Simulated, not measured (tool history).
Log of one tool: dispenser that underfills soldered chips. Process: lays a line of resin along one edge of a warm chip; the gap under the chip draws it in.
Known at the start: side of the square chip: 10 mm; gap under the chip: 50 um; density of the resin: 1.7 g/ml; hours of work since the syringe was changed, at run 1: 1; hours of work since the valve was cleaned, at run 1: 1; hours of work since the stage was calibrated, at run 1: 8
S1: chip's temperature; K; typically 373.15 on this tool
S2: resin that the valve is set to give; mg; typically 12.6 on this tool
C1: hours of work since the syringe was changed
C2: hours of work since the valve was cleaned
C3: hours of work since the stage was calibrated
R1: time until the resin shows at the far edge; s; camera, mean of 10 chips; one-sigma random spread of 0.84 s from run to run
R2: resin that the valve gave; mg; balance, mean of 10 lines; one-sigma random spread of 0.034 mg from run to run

run  hour      S1    S2  C1  C2  C3     R1     R2
  1     0  373.15  12.6   1   1   8   79.5  12.64
  2   3.9  373.15  12.6   3   3  11   88.4  12.56
  3   9.6  373.15  12.6   6   6  14     97  12.53
     12.6  -- new syringe of resin
  4  15.6  373.15  12.4   2  10  18   85.5  12.28
  5  18.6  373.15  12.4   4  12  20     91  12.25
  6  25.5  374.15  12.6   8  16  24  104.6  12.46
     26.1  -- new syringe of resin
  7  30.7  374.15  12.6   3  19  27   85.7  12.49
  8  35.9  374.15  12.6   6  22  30   94.8  12.42
     39.3  -- new syringe of resin
  9  40.8  374.15  16.2   1  25  33   76.8  15.92
 10  47.5  373.15  12.6   5  29  37   95.5  12.35
     52.9  -- new syringe of resin
 11  53.9  364.15  12.6   1  33  41  102.7  12.28
 12  57.3  380.15  12.6   3  35  43   72.6  12.38
 13  60.5  373.15  14.9   5  37  45     92  14.57
 14  64.8  378.15  12.3   7  39  47   91.8  11.96
     66.3  -- new syringe of resin
 15  71.8  361.15  12.2   3  43  51  128.3  11.83
 16  76.8  371.15    12   6  46  54  107.1  11.62
     79.6  -- new syringe of resin
 17  81.6  387.15  13.8   1  49  57   57.1  13.32
 18  86.5  387.15  12.8   4  52  60   65.5  12.32

Forecast run 19:
 19  91.7  387.15  12.8   7  55  63   ?   ?

R1: 74.5 s
R2: 12.33 mg
The same run, on a tool lacking any hidden state, would have yielded R1 55.1 s, R2 12.82 mg.
